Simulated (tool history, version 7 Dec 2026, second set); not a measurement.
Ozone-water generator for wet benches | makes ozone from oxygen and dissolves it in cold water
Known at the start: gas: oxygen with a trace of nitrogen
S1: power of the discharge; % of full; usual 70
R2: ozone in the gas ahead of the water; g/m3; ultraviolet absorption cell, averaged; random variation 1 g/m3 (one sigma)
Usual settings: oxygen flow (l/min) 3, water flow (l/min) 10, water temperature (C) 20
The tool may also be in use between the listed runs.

run 1 hour=0 | S1=70 oxygen_flow_(l/min)=3 water_flow_(l/min)=10 water_temperature_(C)=20 | dissolved_ozone_(ppm)=20.2 R2=182.3
run 2 hour=33.7 | S1=59 oxygen_flow_(l/min)=3 water_flow_(l/min)=10 water_temperature_(C)=20 | dissolved_ozone_(ppm)=17.4 R2=157.2
run 3 hour=78.1 | S1=70 oxygen_flow_(l/min)=3 water_flow_(l/min)=11 water_temperature_(C)=20 | dissolved_ozone_(ppm)=18.9 R2=181
run 4 hour=117.2 | S1=57 oxygen_flow_(l/min)=3 water_flow_(l/min)=11 water_temperature_(C)=20 | dissolved_ozone_(ppm)=15.9 R2=151.3
run 5 hour=155.2 | S1=57 oxygen_flow_(l/min)=3 water_flow_(l/min)=11 water_temperature_(C)=20 | dissolved_ozone_(ppm)=15.7 R2=153.3
run 6 hour=200 | S1=57 oxygen_flow_(l/min)=3 water_flow_(l/min)=11 water_temperature_(C)=20 | dissolved_ozone_(ppm)=15.9 R2=151.6
run 7 hour=235.8 | S1=57 oxygen_flow_(l/min)=3.3 water_flow_(l/min)=11 water_temperature_(C)=20 | dissolved_ozone_(ppm)=15.4 R2=143.3
run 8 hour=280.1 | S1=70 oxygen_flow_(l/min)=3 water_flow_(l/min)=10 water_temperature_(C)=18 | dissolved_ozone_(ppm)=20.9 R2=181.5
run 9 hour=317.4 | S1=70 oxygen_flow_(l/min)=3 water_flow_(l/min)=10 water_temperature_(C)=18 | dissolved_ozone_(ppm)=20.9 R2=179.6
run 10 hour=358.8 | S1=70 oxygen_flow_(l/min)=3 water_flow_(l/min)=10 water_temperature_(C)=18 | dissolved_ozone_(ppm)=21 R2=178.2
run 11 hour=385.7 | S1=70 oxygen_flow_(l/min)=3 water_flow_(l/min)=10 water_temperature_(C)=18 | dissolved_ozone_(ppm)=20.8 R2=179.5
run 12 hour=425.9 | S1=70 oxygen_flow_(l/min)=3 water_flow_(l/min)=10 water_temperature_(C)=20 | dissolved_ozone_(ppm)=20.4 R2=180.2
run 13 hour=450 | S1=70 oxygen_flow_(l/min)=3 water_flow_(l/min)=10 water_temperature_(C)=20 | dissolved_ozone_(ppm)=20.3 R2=179
run 14 hour=485.9 | S1=70 oxygen_flow_(l/min)=3 water_flow_(l/min)=10 water_temperature_(C)=20 | dissolved_ozone_(ppm)=20 R2=181.8
-- hour=488.6 water thermometer calibrated
run 15 hour=530.8 | S1=57 oxygen_flow_(l/min)=3.46 water_flow_(l/min)=8 water_temperature_(C)=27 | dissolved_ozone_(ppm)=16.8 R2=137.5
run 16 hour=569.2 | S1=44 oxygen_flow_(l/min)=5.3 water_flow_(l/min)=8 water_temperature_(C)=28 | dissolved_ozone_(ppm)=10.9 R2=81.7
run 17 hour=609.4 | S1=92 oxygen_flow_(l/min)=5.24 water_flow_(l/min)=12 water_temperature_(C)=12 | dissolved_ozone_(ppm)=22.8 R2=156.4
-- hour=629.8 water thermometer calibrated, once more
run 18 hour=655.2 | S1=61 oxygen_flow_(l/min)=3.72 water_flow_(l/min)=7 water_temperature_(C)=20 | dissolved_ozone_(ppm)=21.3 R2=137
run 19 hour=689.9 | S1=70 oxygen_flow_(l/min)=1.6 water_flow_(l/min)=15 water_temperature_(C)=15 | dissolved_ozone_(ppm)=15.3 R2=274.2
run 20 hour=713.9 | S1=70 oxygen_flow_(l/min)=1.6 water_flow_(l/min)=15 water_temperature_(C)=15 | dissolved_ozone_(ppm)=15.3 R2=273
run 21 hour=751.2 | S1=70 oxygen_flow_(l/min)=1.6 water_flow_(l/min)=15 water_temperature_(C)=15 | dissolved_ozone_(ppm)=15.5 R2=271.5
run 22 hour=791.2 | S1=70 oxygen_flow_(l/min)=3.29 water_flow_(l/min)=12 water_temperature_(C)=12 | dissolved_ozone_(ppm)=19.5 R2=170.8
run 23 hour=829.2 | S1=70 oxygen_flow_(l/min)=3.29 water_flow_(l/min)=12 water_temperature_(C)=12 | dissolved_ozone_(ppm)=19.4 R2=168.3
run 24 hour=862.7 | S1=70 oxygen_flow_(l/min)=3.29 water_flow_(l/min)=12 water_temperature_(C)=12 | dissolved_ozone_(ppm)=19.5 R2=169.1
run 25 hour=902.8 | S1=70 oxygen_flow_(l/min)=3.29 water_flow_(l/min)=12 water_temperature_(C)=12 | dissolved_ozone_(ppm)=19.3 R2=169.3
run 26 hour=940.8 | S1=95 oxygen_flow_(l/min)=3 water_flow_(l/min)=10 water_temperature_(C)=22 | dissolved_ozone_(ppm)=25.3 R2=232.2
run 27 hour=977.7 | S1=43 oxygen_flow_(l/min)=2.21 water_flow_(l/min)=12 water_temperature_(C)=26 | dissolved_ozone_(ppm)=11.1 R2=146.9

4 ways to go on from here, each from the tool as it stands after run 27. What would each give?
run A hour=1016.4 | S1=73 oxygen_flow_(l/min)=2.21 water_flow_(l/min)=12 water_temperature_(C)=17 | dissolved_ozone_(ppm)=? R2=?
run B hour=1016.4 | S1=47 oxygen_flow_(l/min)=3 water_flow_(l/min)=6 water_temperature_(C)=20 | dissolved_ozone_(ppm)=? R2=?
run C hour=1016.4 | S1=72 oxygen_flow_(l/min)=3 water_flow_(l/min)=10 water_temperature_(C)=20 | dissolved_ozone_(ppm)=? R2=?
run D hour=1016.4 | S1=47 oxygen_flow_(l/min)=5.25 water_flow_(l/min)=9 water_temperature_(C)=20 | dissolved_ozone_(ppm)=? R2=?

run=A dissolved_ozone_(ppm)=19.3 R2=226.8
run=B dissolved_ozone_(ppm)=19.7 R2=128.5
run=C dissolved_ozone_(ppm)=20.6 R2=183.6
run=D dissolved_ozone_(ppm)=13.4 R2=88.7
Without the tool's hidden state the same runs would have given:
run=A dissolved_ozone_(ppm)=19.7 R2=229.6
run=B dissolved_ozone_(ppm)=20 R2=129.6
run=C dissolved_ozone_(ppm)=21 R2=185.9
run=D dissolved_ozone_(ppm)=13.6 R2=89.3
